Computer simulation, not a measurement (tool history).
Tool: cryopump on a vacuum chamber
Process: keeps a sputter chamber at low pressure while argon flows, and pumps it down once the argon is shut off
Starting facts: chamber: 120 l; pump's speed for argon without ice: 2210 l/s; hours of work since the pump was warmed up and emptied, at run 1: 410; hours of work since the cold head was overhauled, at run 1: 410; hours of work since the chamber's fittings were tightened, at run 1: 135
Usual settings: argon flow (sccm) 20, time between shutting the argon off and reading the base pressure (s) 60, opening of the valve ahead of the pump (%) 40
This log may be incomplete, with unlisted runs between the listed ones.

run,hour,argon flow (sccm),time between shutting the argon off and reading the base pressure (s),opening of the valve ahead of the pump (%),hours of work since the pump was warmed up and emptied,hours of work since the cold head was overhauled,hours of work since the chamber's fittings were tightened,pressure while argon flows (Pa),pressure after the wait (uPa)
1,0,20,60,40,410,410,135,0.0413,1.31
2,108.1,20,60,40,459,459,183,0.042,1.31
3,165.1,20,84,40,484,484,209,0.0427,1
4,234.9,35,60,40,516,516,240,0.0747,1.35
5,316.9,20,60,15,553,553,277,0.1076,1.36
6,410.2,20,60,15,594,594,319,0.1085,1.34
7,524.2,18,60,15,646,646,370,0.0981,1.45
# hour 643.9: pump warmed up, emptied and cooled again
8,643.9,20,60,28,0,697,422,0.0545,1.37
9,730,20,60,28,39,736,460,0.0558,1.35
10,784.2,20,60,40,63,760,485,0.0382,1.39
11,893.7,20,60,40,112,809,534,0.0392,1.42
12,994.5,20,60,16,157,854,579,0.0953,1.45
13,1044.8,20,60,40,180,877,602,0.0391,1.46
14,1151,20,60,40,228,925,649,0.04,1.51
15,1239.6,20,31,40,267,964,689,0.0407,2.45
16,1329.3,20,31,40,308,1005,729,0.041,2.45
17,1399,9,51,48,339,1036,761,0.0167,1.69
18,1493.7,22,120,25,382,1079,803,0.0704,1.09
19,1580.5,34,120,49,420,1118,842,0.0606,1.14
20,1668.8,35,120,31,460,1157,882,0.0929,1.15
21,1767.6,35,120,31,504,1202,926,0.0943,1.25
22,1859.2,8,60,40,546,1243,967,0.0175,1.73
23,1961.6,8,60,40,592,1289,1013,0.0173,1.79
24,2022.9,20,60,45,619,1316,1041,0.0405,1.84
25,2088.1,20,82,25,648,1345,1070,0.0676,1.6
26,2186.5,20,82,25,693,1390,1114,0.0678,1.62
# hour 2206.2: pump warmed up, emptied and cooled again
27,2305.9,24,243,41,45,1441,1165,0.0454,0.88

For some of the steps in pressure while argon flows (Pa) from one run to the next: how much would appear even if the tool had no hidden state, given the settings, what came in and random variation, and how much remains for the hidden state plus any gauge scatter that the measured result and the result without hidden state don't share?
The tool's hidden condition here consists of: pump's speed, % of a pump's without ice; cold plate's temperature, K; leak into the chamber, uPa l/s; drift of the gauge itself on working_pa, %; drift of the gauge itself on base_upa, %.
Run 12 -> 13: opening of the valve ahead of the pump (%) 16 -> 40. pressure while argon flows (Pa) -0.0562: hidden state +0.0002, all else -0.0564.
Run 21 -> 22: argon flow (sccm) 35 -> 8, time between shutting the argon off and reading the base pressure (s) 120 -> 60, opening of the valve ahead of the pump (%) 31 -> 40. pressure while argon flows (Pa) -0.0768: hidden state -0.0058, all else -0.071.
Run 26 -> 27: argon flow (sccm) 20 -> 24, time between shutting the argon off and reading the base pressure (s) 82 -> 243, opening of the valve ahead of the pump (%) 25 -> 41, pump warmed up, emptied and cooled again. pressure while argon flows (Pa) -0.0224: hidden state -0.006, all else -0.0164.
